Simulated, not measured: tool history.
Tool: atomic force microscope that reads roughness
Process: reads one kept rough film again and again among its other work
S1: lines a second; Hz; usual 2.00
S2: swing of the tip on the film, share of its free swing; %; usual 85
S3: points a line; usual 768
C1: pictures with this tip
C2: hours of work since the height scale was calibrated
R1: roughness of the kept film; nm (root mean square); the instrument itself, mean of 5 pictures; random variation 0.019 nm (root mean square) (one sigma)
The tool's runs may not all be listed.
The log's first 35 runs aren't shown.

run	hour	S1	S2	S3	C1	C2	R1
36	1101.1	3.86	70	459	309	871	4.276
# hour 1133.0: new tip fitted
37	1146.2	2.91	62	768	13	899	5.152
38	1177.7	2.00	85	1016	45	919	4.597
39	1204.2	2.00	70	499	72	936	4.991
40	1242.9	1.12	77	768	111	960	5.013
41	1284.2	1.12	77	768	153	987	4.945
42	1318.9	0.96	60	768	188	1009	5.122
43	1337.9	2.02	65	768	208	1021	4.898
44	1371.7	3.60	86	573	242	1042	3.700
45	1390.5	1.00	85	377	261	1054	4.613
46	1413.2	1.10	80	328	284	1069	4.653
47	1448.7	1.10	80	328	320	1091	4.578
# hour 1470.2: new tip fitted
# hour 1481.3: height scale calibrated on a step standard
48	1493.9	1.10	80	328	23	8	5.028

Forecast each of these 5 alternatives for the next run:
A	1531.0	1.10	80	669	61	32	?
B	1531.0	3.23	73	854	61	32	?
C	1531.0	1.10	71	328	61	32	?
D	1531.0	3.68	56	904	61	32	?
E	1531.0	3.18	85	345	61	32	?

run	R1
A	4.958
B	4.588
C	5.109
D	4.995
E	4.067
Without the tool's hidden state the same runs would have given:
run	R1
A	5.101
B	4.721
C	5.257
D	5.140
E	4.185
